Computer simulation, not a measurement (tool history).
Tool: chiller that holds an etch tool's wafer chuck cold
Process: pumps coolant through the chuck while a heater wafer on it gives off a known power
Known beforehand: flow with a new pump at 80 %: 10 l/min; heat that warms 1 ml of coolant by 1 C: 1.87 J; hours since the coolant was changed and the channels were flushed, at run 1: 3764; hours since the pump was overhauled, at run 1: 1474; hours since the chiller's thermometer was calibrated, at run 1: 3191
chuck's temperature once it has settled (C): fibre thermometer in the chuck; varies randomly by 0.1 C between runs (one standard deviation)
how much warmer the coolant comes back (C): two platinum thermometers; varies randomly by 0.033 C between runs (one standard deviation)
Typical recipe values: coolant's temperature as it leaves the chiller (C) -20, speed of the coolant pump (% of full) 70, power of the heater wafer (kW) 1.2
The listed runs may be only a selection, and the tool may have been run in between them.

| run | hour | coolant's temperature as it leaves the chiller (C) | speed of the coolant pump (% of full) | power of the heater wafer (kW) | hours since the coolant was changed and the channels were flushed | hours since the pump was overhauled | hours since the chiller's thermometer was calibrated | chuck's temperature once it has settled (C) | how much warmer the coolant comes back (C) |
|---|---|---|---|---|---|---|---|---|---|
| 1 | 0 | -20 | 70 | 1.2 | 3764 | 1474 | 3191 | -2.2 | 4.52 |
| 2 | 28.5 | -27 | 70 | 1.2 | 3793 | 1503 | 3220 | -9.2 | 4.53 |
| 3 | 47.9 | -27 | 70 | 1.2 | 3812 | 1522 | 3239 | -9.2 | 4.49 |
| 4 | 72.2 | -27 | 70 | 1.2 | 3836 | 1546 | 3263 | -9.2 | 4.51 |
| 5 | 108.6 | -12 | 70 | 1.2 | 3873 | 1583 | 3300 | 5.9 | 4.55 |
| 6 | 126.1 | -12 | 70 | 1.2 | 3890 | 1600 | 3317 | 5.9 | 4.59 |
| 7 | 143.6 | -20 | 70 | 1.2 | 3908 | 1618 | 3335 | -1.9 | 4.46 |
| 8 | 166.4 | -20 | 70 | 1.2 | 3931 | 1641 | 3358 | -2.2 | 4.56 |
| 9 | 190.4 | -20 | 77 | 1.2 | 3955 | 1665 | 3382 | -3.3 | 4.07 |
| 10 | 210.2 | -14 | 70 | 1.2 | 3974 | 1684 | 3402 | 3.9 | 4.59 |
| 11 | 230.7 | -20 | 97 | 1.2 | 3995 | 1705 | 3422 | -5.9 | 3.18 |
| 12 | 265 | -20 | 97 | 1.2 | 4029 | 1739 | 3456 | -5.7 | 3.26 |
| 13 | 283.6 | -20 | 70 | 1.2 | 4048 | 1758 | 3475 | -2.1 | 4.51 |
|  | 291.2 | coolant pump overhauled |
| 14 | 318.2 | -20 | 70 | 0.691 | 4077 | 27 | 3504 | -9.5 | 2.69 |
| 15 | 351.1 | -20 | 75 | 1.2 | 4110 | 60 | 3537 | -2.9 | 4.19 |
| 16 | 370.5 | -20 | 75 | 1.2 | 4130 | 79 | 3557 | -2.9 | 4.25 |

For run 17, what comes out?
|  | 395.2 | coolant pump overhauled, once more |
| 17 | 406.5 | -20 | 75 | 1.2 | 4161 | 11 | 3588 | ? | ? |

Run 17 yielded chuck's temperature once it has settled (C) -3.2, how much warmer the coolant comes back (C) 4.11.
Without the tool's hidden state the same run would have given chuck's temperature once it has settled (C) -4.4, how much warmer the coolant comes back (C) 4.09.
